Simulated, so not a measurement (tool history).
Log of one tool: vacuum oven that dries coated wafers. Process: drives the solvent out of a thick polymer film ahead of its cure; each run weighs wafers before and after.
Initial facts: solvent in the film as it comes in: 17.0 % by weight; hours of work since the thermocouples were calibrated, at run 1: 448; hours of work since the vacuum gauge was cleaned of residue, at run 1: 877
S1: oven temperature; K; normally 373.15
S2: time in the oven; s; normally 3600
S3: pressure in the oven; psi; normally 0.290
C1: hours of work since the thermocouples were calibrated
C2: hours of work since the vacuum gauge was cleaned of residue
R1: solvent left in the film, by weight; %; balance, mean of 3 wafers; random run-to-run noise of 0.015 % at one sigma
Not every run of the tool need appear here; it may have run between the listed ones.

| run | hour | S1 | S2 | S3 | C1 | C2 | R1 |
|---|---|---|---|---|---|---|---|
| 1 | 0.0 | 373.15 | 3600 | 0.290 | 448 | 877 | 1.48 |
| 2 | 52.8 | 385.15 | 3600 | 0.290 | 471 | 900 | 0.63 |
| 3 | 139.9 | 373.15 | 3600 | 0.290 | 510 | 939 | 1.46 |
| 4 | 203.4 | 373.15 | 3600 | 0.162 | 539 | 968 | 1.17 |
| 5 | 284.9 | 373.15 | 3600 | 0.162 | 575 | 1004 | 1.17 |
| 6 | 331.1 | 373.15 | 3600 | 0.162 | 596 | 1025 | 1.20 |
| 7 | 387.9 | 373.15 | 1980 | 0.290 | 622 | 1050 | 3.53 |
| 8 | 436.3 | 373.15 | 3600 | 0.290 | 643 | 1072 | 1.45 |
| 9 | 488.3 | 373.15 | 3600 | 0.290 | 666 | 1095 | 1.46 |
| 10 | 582.8 | 373.15 | 3600 | 0.290 | 709 | 1137 | 1.45 |
| 11 | 664.3 | 373.15 | 3600 | 0.290 | 745 | 1174 | 1.45 |
| 12 | 715.8 | 374.15 | 3900 | 0.370 | 768 | 1197 | 1.38 |
| 13 | 820.7 | 361.15 | 4200 | 0.290 | 815 | 1244 | 2.62 |
| 14 | 920.9 | 377.15 | 4500 | 0.252 | 860 | 1289 | 0.72 |
| 15 | 965.1 | 377.15 | 4500 | 0.252 | 880 | 1309 | 0.74 |
| 16 | 1049.4 | 377.15 | 4500 | 0.252 | 918 | 1346 | 0.74 |
| 17 | 1114.2 | 374.15 | 4500 | 0.252 | 947 | 1375 | 0.90 |
|  | 1175.4 | oven's thermocouples calibrated |
| 18 | 1219.0 | 374.15 | 4500 | 0.252 | 19 | 1421 | 0.91 |
| 19 | 1273.6 | 373.15 | 4080 | 0.216 | 44 | 1446 | 1.05 |
| 20 | 1323.4 | 375.15 | 3600 | 0.290 | 66 | 1468 | 1.28 |
| 21 | 1379.9 | 378.15 | 2100 | 0.290 | 92 | 1493 | 2.41 |

How the hidden state differs across the entries between the runs, from the last listed run before each to the first after it:
Runs 17 to 18: oven's thermocouples calibrated (hour 1175.4)
  true wafer temperature over the reading, C: 0.05 -> 0; true pressure over the reading, kPa: 0.013 -> 0.014
